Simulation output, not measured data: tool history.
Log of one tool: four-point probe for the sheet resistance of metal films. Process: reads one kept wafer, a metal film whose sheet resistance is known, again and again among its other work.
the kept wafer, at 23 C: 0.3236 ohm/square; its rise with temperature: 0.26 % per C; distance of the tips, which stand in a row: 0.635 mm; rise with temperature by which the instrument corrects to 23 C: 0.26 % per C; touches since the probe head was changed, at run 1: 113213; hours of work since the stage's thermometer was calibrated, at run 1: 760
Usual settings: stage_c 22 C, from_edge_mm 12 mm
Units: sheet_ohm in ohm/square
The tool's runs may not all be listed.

run,hour,stage_c,from_edge_mm,touches since the probe head was changed,hours of work since the stage's thermometer was calibrated,sheet_ohm
1,0.0,22,12,113213,760,0.324090
2,85.6,24,12,115885,809,0.324003
3,155.5,24,12,118064,849,0.324065
4,266.2,22,11,121516,912,0.324014
5,384.4,22,11,125202,980,0.323937
6,467.8,22,11,127805,1028,0.324108
7,561.6,22,27,130729,1081,0.323556
8,621.7,22,27,132603,1116,0.323575
9,697.3,22,27,134962,1159,0.323533
10,752.5,22,27,136684,1191,0.323387
11,868.6,22,27,140304,1257,0.323511
12,925.8,22,27,142089,1290,0.323450
13,1027.7,26,12,145266,1348,0.323882
# hour 1042.6: stage's thermometer calibrated
14,1124.4,26,12,148268,47,0.323574
# hour 1185.4: new probe head fitted
15,1211.7,26,12,819,96,0.324151
16,1264.1,26,12,2453,126,0.324116
17,1327.1,26,17,4419,162,0.323747
18,1377.2,26,17,5982,191,0.323886
19,1475.9,26,17,9061,247,0.323773
20,1582.6,22,12,12388,308,0.324047
21,1695.8,22,13,15919,373,0.323887
22,1802.3,24,63,19242,434,0.323512
23,1894.3,35,59,22109,487,0.323462
24,1980.4,21,10,24794,536,0.324138
25,2055.8,23,8,27147,579,0.324584
26,2110.5,23,11,28852,611,0.324004
27,2207.6,28,13,31882,666,0.323774
28,2257.7,28,13,33445,695,0.323745
29,2349.4,19,26,36304,747,0.323511
30,2438.4,19,23,39081,798,0.323494
31,2536.3,19,16,42132,854,0.323528
32,2649.9,19,16,45675,919,0.323678
33,2747.4,34,44,48716,975,0.323273
34,2826.4,26,11,51180,1020,0.323783
35,2889.4,19,39,53147,1056,0.323364
36,2955.4,19,25,55205,1094,0.323262
37,3061.1,19,15,58502,1155,0.323568
38,3166.0,19,15,61773,1215,0.323494
39,3240.8,28,70,64105,1258,0.323178
40,3337.2,24,66,67113,1313,0.323099
# hour 3413.8: stage's thermometer calibrated
41,3424.8,20,12,69830,6,0.323534
42,3483.6,20,12,71663,40,0.323462

Some steps in sheet_ohm between neighbouring runs. How much of each would the tool show without its hidden state too (settings, what came in, random variation), and how much is left for the hidden state, with any gauge scatter that isn't in both results?
The hidden state here: inner tips' distance over the nominal, %; tips' flats over new ones', %; wafer's true temperature over the reading, C; drift of the gauge itself on sheet_ohm, %.
Run 13 -> 14: stage's thermometer calibrated. sheet_ohm -0.000308 ohm/square: hidden state -0.000238, all else -0.000070.
Run 14 -> 15: new probe head fitted. sheet_ohm +0.000577 ohm/square: hidden state +0.000541, all else +0.000036.
Run 23 -> 24: stage_c 35 -> 21, from_edge_mm 59 -> 10. sheet_ohm +0.000676 ohm/square: hidden state -0.000023, all else +0.000699.
Run 25 -> 26: from_edge_mm 8 -> 11. sheet_ohm -0.000580 ohm/square: hidden state -0.000014, all else -0.000566.
Run 40 -> 41: stage_c 24 -> 20, from_edge_mm 66 -> 12, stage's thermometer calibrated. sheet_ohm +0.000435 ohm/square: hidden state -0.000086, all else +0.000521.
